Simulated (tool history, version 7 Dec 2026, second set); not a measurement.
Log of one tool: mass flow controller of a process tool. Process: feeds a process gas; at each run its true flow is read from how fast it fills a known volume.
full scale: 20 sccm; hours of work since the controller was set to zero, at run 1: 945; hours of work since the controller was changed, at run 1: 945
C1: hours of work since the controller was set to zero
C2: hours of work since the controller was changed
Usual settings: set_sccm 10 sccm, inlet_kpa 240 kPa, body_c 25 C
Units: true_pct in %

{"run": 1, "hour": 0.0, "set_sccm": 10, "inlet_kpa": 240, "body_c": 25, "C1": 945, "C2": 945, "true_pct": 99.54}
{"run": 2, "hour": 103.8, "set_sccm": 10, "inlet_kpa": 240, "body_c": 25, "C1": 1008, "C2": 1008, "true_pct": 99.41}
{"run": 3, "hour": 233.3, "set_sccm": 10, "inlet_kpa": 240, "body_c": 25, "C1": 1086, "C2": 1086, "true_pct": 99.63}
{"run": 4, "hour": 352.4, "set_sccm": 10, "inlet_kpa": 240, "body_c": 25, "C1": 1158, "C2": 1158, "true_pct": 99.47}
{"run": 5, "hour": 496.5, "set_sccm": 10, "inlet_kpa": 240, "body_c": 26, "C1": 1245, "C2": 1245, "true_pct": 99.38}
{"run": 6, "hour": 594.0, "set_sccm": 10, "inlet_kpa": 240, "body_c": 26, "C1": 1304, "C2": 1304, "true_pct": 99.33}
{"run": 7, "hour": 716.9, "set_sccm": 10, "inlet_kpa": 147, "body_c": 25, "C1": 1379, "C2": 1379, "true_pct": 100.06}
{"run": 8, "hour": 785.4, "set_sccm": 10, "inlet_kpa": 147, "body_c": 25, "C1": 1420, "C2": 1420, "true_pct": 100.05}
{"run": 9, "hour": 859.0, "set_sccm": 10, "inlet_kpa": 147, "body_c": 25, "C1": 1465, "C2": 1465, "true_pct": 100.01}
{"run": 10, "hour": 973.4, "set_sccm": 10, "inlet_kpa": 162, "body_c": 25, "C1": 1534, "C2": 1534, "true_pct": 99.88}
{"run": 11, "hour": 1112.8, "set_sccm": 10, "inlet_kpa": 162, "body_c": 37, "C1": 1618, "C2": 1618, "true_pct": 98.5}
{"run": 12, "hour": 1244.7, "set_sccm": 10, "inlet_kpa": 258, "body_c": 25, "C1": 1698, "C2": 1698, "true_pct": 99.36}
{"run": 13, "hour": 1378.1, "set_sccm": 10, "inlet_kpa": 258, "body_c": 25, "C1": 1778, "C2": 1778, "true_pct": 99.39}
{"run": 14, "hour": 1494.9, "set_sccm": 7, "inlet_kpa": 149, "body_c": 24, "C1": 1849, "C2": 1849, "true_pct": 100.06}
{"run": 15, "hour": 1597.3, "set_sccm": 2, "inlet_kpa": 166, "body_c": 25, "C1": 1911, "C2": 1911, "true_pct": 99.64}
{"run": 16, "hour": 1659.8, "set_sccm": 6, "inlet_kpa": 166, "body_c": 25, "C1": 1949, "C2": 1949, "true_pct": 99.89}
{"run": 17, "hour": 1746.4, "set_sccm": 6, "inlet_kpa": 166, "body_c": 25, "C1": 2001, "C2": 2001, "true_pct": 99.7}
{"run": 18, "hour": 1813.7, "set_sccm": 4, "inlet_kpa": 233, "body_c": 25, "C1": 2042, "C2": 2042, "true_pct": 99.32}
{"run": 19, "hour": 1891.1, "set_sccm": 20, "inlet_kpa": 240, "body_c": 25, "C1": 2089, "C2": 2089, "true_pct": 99.75}
{"run": 20, "hour": 2023.9, "set_sccm": 20, "inlet_kpa": 146, "body_c": 27, "C1": 2169, "C2": 2169, "true_pct": 100.12}
{"run": 21, "hour": 2145.9, "set_sccm": 20, "inlet_kpa": 146, "body_c": 27, "C1": 2243, "C2": 2243, "true_pct": 100.07}
{"run": 22, "hour": 2236.2, "set_sccm": 7, "inlet_kpa": 210, "body_c": 32, "C1": 2297, "C2": 2297, "true_pct": 98.82}
{"run": 23, "hour": 2362.3, "set_sccm": 10, "inlet_kpa": 172, "body_c": 28, "C1": 2373, "C2": 2373, "true_pct": 99.61}
{"run": 24, "hour": 2466.7, "set_sccm": 18, "inlet_kpa": 227, "body_c": 25, "C1": 2437, "C2": 2437, "true_pct": 99.81}
{"run": 25, "hour": 2588.7, "set_sccm": 4, "inlet_kpa": 240, "body_c": 37, "C1": 2510, "C2": 2510, "true_pct": 97.87}

Forecast each of these 5 alternatives for the next run:
{"run": "A", "hour": 2722.0, "set_sccm": 17, "inlet_kpa": 177, "body_c": 35, "C1": 2591, "C2": 2591, "true_pct": "?"}
{"run": "B", "hour": 2722.0, "set_sccm": 3, "inlet_kpa": 240, "body_c": 30, "C1": 2591, "C2": 2591, "true_pct": "?"}
{"run": "C", "hour": 2722.0, "set_sccm": 5, "inlet_kpa": 183, "body_c": 33, "C1": 2591, "C2": 2591, "true_pct": "?"}
{"run": "D", "hour": 2722.0, "set_sccm": 4, "inlet_kpa": 240, "body_c": 26, "C1": 2591, "C2": 2591, "true_pct": "?"}
{"run": "E", "hour": 2722.0, "set_sccm": 4, "inlet_kpa": 240, "body_c": 37, "C1": 2591, "C2": 2591, "true_pct": "?"}

run=A true_pct=98.86
run=B true_pct=98.63
run=C true_pct=98.63
run=D true_pct=99.15
run=E true_pct=97.80
Without the tool's hidden state the same runs would have given:
run=A true_pct=98.86
run=B true_pct=98.64
run=C true_pct=98.63
run=D true_pct=99.16
run=E true_pct=97.80

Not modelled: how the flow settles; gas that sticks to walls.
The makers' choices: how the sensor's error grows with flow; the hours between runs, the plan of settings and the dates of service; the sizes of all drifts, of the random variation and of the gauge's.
